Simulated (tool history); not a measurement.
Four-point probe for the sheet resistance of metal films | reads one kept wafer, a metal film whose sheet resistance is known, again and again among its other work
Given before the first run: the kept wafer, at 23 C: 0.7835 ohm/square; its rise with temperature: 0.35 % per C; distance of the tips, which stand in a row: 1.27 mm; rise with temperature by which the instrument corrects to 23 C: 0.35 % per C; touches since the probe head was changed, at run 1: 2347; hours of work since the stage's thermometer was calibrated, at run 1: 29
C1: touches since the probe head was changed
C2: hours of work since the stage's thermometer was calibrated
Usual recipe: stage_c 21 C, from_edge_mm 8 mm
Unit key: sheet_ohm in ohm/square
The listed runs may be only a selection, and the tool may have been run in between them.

run 1 hour=0 | stage_c=21 from_edge_mm=8 | C1=2347 C2=29 | sheet_ohm=0.790651
run 2 hour=41.8 | stage_c=21 from_edge_mm=8 | C1=4311 C2=54 | sheet_ohm=0.790136
run 3 hour=114.8 | stage_c=21 from_edge_mm=8 | C1=7737 C2=96 | sheet_ohm=0.7902
run 4 hour=176.5 | stage_c=21 from_edge_mm=8 | C1=10637 C2=133 | sheet_ohm=0.789657
run 5 hour=237.6 | stage_c=21 from_edge_mm=8 | C1=13504 C2=168 | sheet_ohm=0.789605
run 6 hour=276.6 | stage_c=21 from_edge_mm=8 | C1=15336 C2=191 | sheet_ohm=0.789287
run 7 hour=339.7 | stage_c=21 from_edge_mm=8 | C1=18300 C2=228 | sheet_ohm=0.789334
run 8 hour=394.9 | stage_c=21 from_edge_mm=8 | C1=20892 C2=260 | sheet_ohm=0.789131
run 9 hour=433.1 | stage_c=21 from_edge_mm=8 | C1=22689 C2=283 | sheet_ohm=0.788782
run 10 hour=511.4 | stage_c=21 from_edge_mm=8 | C1=26364 C2=329 | sheet_ohm=0.788749
run 11 hour=558.7 | stage_c=21 from_edge_mm=8 | C1=28586 C2=356 | sheet_ohm=0.788437
run 12 hour=606.4 | stage_c=21 from_edge_mm=8 | C1=30826 C2=384 | sheet_ohm=0.788285
run 13 hour=641.1 | stage_c=21 from_edge_mm=8 | C1=32456 C2=405 | sheet_ohm=0.788335
run 14 hour=704.7 | stage_c=21 from_edge_mm=8 | C1=35441 C2=442 | sheet_ohm=0.787984
run 15 hour=757.3 | stage_c=21 from_edge_mm=8 | C1=37914 C2=473 | sheet_ohm=0.788003
run 16 hour=810.8 | stage_c=21 from_edge_mm=8 | C1=40423 C2=504 | sheet_ohm=0.787651
run 17 hour=859 | stage_c=25 from_edge_mm=8 | C1=42688 C2=532 | sheet_ohm=0.787711
run 18 hour=919.9 | stage_c=25 from_edge_mm=8 | C1=45550 C2=568 | sheet_ohm=0.787314
run 19 hour=1003.3 | stage_c=25 from_edge_mm=8 | C1=49467 C2=617 | sheet_ohm=0.787153
-- hour=1009.5 stage's thermometer calibrated
run 20 hour=1083.3 | stage_c=22 from_edge_mm=8 | C1=53198 C2=43 | sheet_ohm=0.787099
run 21 hour=1155.6 | stage_c=22 from_edge_mm=8 | C1=56594 C2=85 | sheet_ohm=0.787112
run 22 hour=1231.1 | stage_c=22 from_edge_mm=8 | C1=60141 C2=130 | sheet_ohm=0.786484
run 23 hour=1307.9 | stage_c=21 from_edge_mm=10 | C1=63750 C2=175 | sheet_ohm=0.782642
-- hour=1313.6 stage's thermometer calibrated, once more
run 24 hour=1389.7 | stage_c=21 from_edge_mm=10 | C1=67566 C2=45 | sheet_ohm=0.781239
run 25 hour=1470.2 | stage_c=22 from_edge_mm=49 | C1=71346 C2=92 | sheet_ohm=0.774121
run 26 hour=1508.5 | stage_c=26 from_edge_mm=9 | C1=73147 C2=114 | sheet_ohm=0.782472
run 27 hour=1562.4 | stage_c=30 from_edge_mm=8 | C1=75679 C2=146 | sheet_ohm=0.784685
run 28 hour=1612.9 | stage_c=30 from_edge_mm=8 | C1=78047 C2=175 | sheet_ohm=0.784706
run 29 hour=1683.5 | stage_c=30 from_edge_mm=8 | C1=81365 C2=217 | sheet_ohm=0.78463
run 30 hour=1736.2 | stage_c=31 from_edge_mm=7 | C1=83838 C2=247 | sheet_ohm=0.787779
run 31 hour=1776.7 | stage_c=21 from_edge_mm=59 | C1=85741 C2=271 | sheet_ohm=0.773381
run 32 hour=1849 | stage_c=28 from_edge_mm=16 | C1=89136 C2=313 | sheet_ohm=0.776114
run 33 hour=1908.3 | stage_c=25 from_edge_mm=4 | C1=91921 C2=348 | sheet_ohm=0.812702
run 34 hour=1985.1 | stage_c=25 from_edge_mm=4 | C1=95527 C2=393 | sheet_ohm=0.812352
run 35 hour=2027.1 | stage_c=25 from_edge_mm=4 | C1=97502 C2=418 | sheet_ohm=0.812376
run 36 hour=2066 | stage_c=23 from_edge_mm=28 | C1=99328 C2=441 | sheet_ohm=0.77336
run 37 hour=2117.7 | stage_c=22 from_edge_mm=5 | C1=101757 C2=471 | sheet_ohm=0.797917
run 38 hour=2191.3 | stage_c=24 from_edge_mm=5 | C1=105213 C2=514 | sheet_ohm=0.7977
run 39 hour=2256.1 | stage_c=24 from_edge_mm=5 | C1=108258 C2=552 | sheet_ohm=0.797728
run 40 hour=2309 | stage_c=28 from_edge_mm=47 | C1=110739 C2=583 | sheet_ohm=0.772104
run 41 hour=2366.6 | stage_c=21 from_edge_mm=18 | C1=113444 C2=617 | sheet_ohm=0.773204
run 42 hour=2449.5 | stage_c=30 from_edge_mm=36 | C1=117339 C2=665 | sheet_ohm=0.772132
run 43 hour=2518.4 | stage_c=27 from_edge_mm=62 | C1=120574 C2=705 | sheet_ohm=0.771247
-- hour=2573.2 new probe head fitted
run 44 hour=2588.1 | stage_c=23 from_edge_mm=17 | C1=700 C2=746 | sheet_ohm=0.78712
run 45 hour=2628.9 | stage_c=23 from_edge_mm=17 | C1=2615 C2=770 | sheet_ohm=0.786943
run 46 hour=2698.8 | stage_c=23 from_edge_mm=17 | C1=5898 C2=810 | sheet_ohm=0.786613

A few steps of sheet_ohm between consecutive runs. Split each: what settings, incoming material and random variation would produce without the hidden state, and what is left over for the hidden state, along with gauge scatter present in only one of the two compared results (measured, and without hidden state):
Hidden state present: inner tips' distance over the nominal, %; tips' flats over new ones', %; wafer's true temperature over the reading, C; drift of the gauge itself on sheet_ohm, %.
Run 23 -> 24: stage's thermometer calibrated, once more. sheet_ohm -0.001403 ohm/square: hidden state -0.00149, all else +0.000087.
Run 32 -> 33: stage_c 28 -> 25, from_edge_mm 16 -> 4. sheet_ohm +0.036588 ohm/square: hidden state -0.000645, all else +0.037233.
Run 35 -> 36: stage_c 25 -> 23, from_edge_mm 4 -> 28. sheet_ohm -0.039016 ohm/square: hidden state +0.00037, all else -0.039386.
Run 39 -> 40: stage_c 24 -> 28, from_edge_mm 5 -> 47. sheet_ohm -0.025624 ohm/square: hidden state +0.000178, all else -0.025802.
Run 43 -> 44: stage_c 27 -> 23, from_edge_mm 62 -> 17, new probe head fitted. sheet_ohm +0.015873 ohm/square: hidden state +0.014016, all else +0.001857.

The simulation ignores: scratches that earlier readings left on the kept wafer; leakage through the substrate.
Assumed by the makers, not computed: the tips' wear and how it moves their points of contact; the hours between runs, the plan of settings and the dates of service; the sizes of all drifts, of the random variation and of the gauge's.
